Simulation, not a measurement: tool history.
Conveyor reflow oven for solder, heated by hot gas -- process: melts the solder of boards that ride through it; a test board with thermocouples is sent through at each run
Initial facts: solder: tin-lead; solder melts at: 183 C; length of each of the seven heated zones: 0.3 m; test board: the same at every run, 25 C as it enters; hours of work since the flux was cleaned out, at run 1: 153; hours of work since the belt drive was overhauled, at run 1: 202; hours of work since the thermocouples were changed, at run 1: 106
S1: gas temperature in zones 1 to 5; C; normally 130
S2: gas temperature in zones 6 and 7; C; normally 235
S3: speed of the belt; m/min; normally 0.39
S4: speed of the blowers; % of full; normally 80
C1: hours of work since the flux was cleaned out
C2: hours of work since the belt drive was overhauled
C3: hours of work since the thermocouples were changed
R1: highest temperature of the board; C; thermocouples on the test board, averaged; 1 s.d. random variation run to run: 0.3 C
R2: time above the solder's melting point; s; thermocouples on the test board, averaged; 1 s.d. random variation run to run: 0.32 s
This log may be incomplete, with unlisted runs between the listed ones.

run   hour   S1   S2     S3  S4   C1   C2   C3     R1    R2
  1      0  130  235   0.39  80  153  202  106  216.2  65.1
  2     12  130  235   0.39  80  158  207  111  215.9  65.1
  3   24.9  130  235   0.39  80  164  212  117  215.8  65.1
  4   33.3  130  228   0.39  80  167  216  120  209.6  58.5
  5   51.5  130  228   0.39  80  175  224  128  209.9  58.7
  6   64.6  130  235  0.444  80  181  230  134    211  50.7
  7   83.8  130  235  0.371  80  189  238  142  217.7  70.7
  8   96.5  130  235  0.371  80  195  244  148  217.7  70.6
  9  109.5  130  235  0.371  75  201  249  154  216.5  68.2
 10  129.3  130  235  0.371  75  209  258  162  215.9    68
 11  137.7  130  235   0.39  80  213  262  166  215.1  64.4
 12  154.6  130  235   0.39  80  220  269  173    216  64.9
 13  172.1  130  235   0.39  80  228  277  181  215.9  63.9
 14  182.1  130  235   0.39  80  232  281  185  215.5  64.6
 15  199.5  130  235   0.39  80  240  289  193  216.1  64.1
     206.2  -- flux residue cleaned out of gas plates and filters
 16  224.3  130  238   0.39  80    8  297  202    218  66.4

Run 17 is up next; what results do you expect?
 17  243.4  130  245  0.39  74  16  306  210   ?   ?

Run 17 came out at R1 222.1 C, R2 69.6 s.
Had the tool carried no hidden state, the very same run would have given R1 224 C, R2 70.7 s.
